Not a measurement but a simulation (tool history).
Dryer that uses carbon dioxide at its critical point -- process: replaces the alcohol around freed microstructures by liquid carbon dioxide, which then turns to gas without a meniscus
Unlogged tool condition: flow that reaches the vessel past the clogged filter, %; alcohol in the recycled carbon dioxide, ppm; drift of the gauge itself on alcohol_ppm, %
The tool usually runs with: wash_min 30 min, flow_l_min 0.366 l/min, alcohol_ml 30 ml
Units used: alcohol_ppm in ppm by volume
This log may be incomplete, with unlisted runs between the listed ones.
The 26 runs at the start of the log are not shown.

run	day	wash_min	flow_l_min	alcohol_ml	hours of work since the filter was changed	hours of work since the purifier's bed was changed	alcohol_ppm
27	24.262	23	0.417	84	168	222	787
28	25.308	23	0.417	84	176	230	797
29	26.175	23	0.417	84	183	237	801
30	27.433	34	0.489	22	193	247	33
31	28.625	21	0.366	27	202	256	588
32	29.292	21	0.522	30	208	262	177
33	30.242	40	0.366	30	215	269	54
34	30.971	40	0.366	30	221	275	62
35	31.767	40	0.366	30	227	281	57
36	32.388	39	0.369	30	232	286	69
37	32.925	37	0.366	30	236	290	84
38	34.008	40	0.366	30	245	299	58
39	34.992	18	0.366	97	253	307	3400
40	36.2	25	0.423	72	262	316	515
41	36.879	42	0.366	23	267	321	41
42	38.046	27	0.366	23	277	331	244
43	38.842	27	0.366	23	283	337	244
44	39.771	25	0.495	30	290	344	131
45	40.488	21	0.474	78	296	350	725
46	41.158	21	0.474	78	301	355	747
47	42.462	22	0.597	96	311	365	280

Branching from run 47: 4 alternative next runs. What would each branch give?
A	43.554	20	0.36	54	320	374	?
B	43.554	39	0.497	39	320	374	?
C	43.554	22	0.544	96	320	374	?
D	43.554	19	0.287	30	320	374	?

run	alcohol_ppm
A	1600
B	32
C	423
D	1821
With no hidden state in the tool, these same runs would have given:
run	alcohol_ppm
A	1111
B	4
C	221
D	1383

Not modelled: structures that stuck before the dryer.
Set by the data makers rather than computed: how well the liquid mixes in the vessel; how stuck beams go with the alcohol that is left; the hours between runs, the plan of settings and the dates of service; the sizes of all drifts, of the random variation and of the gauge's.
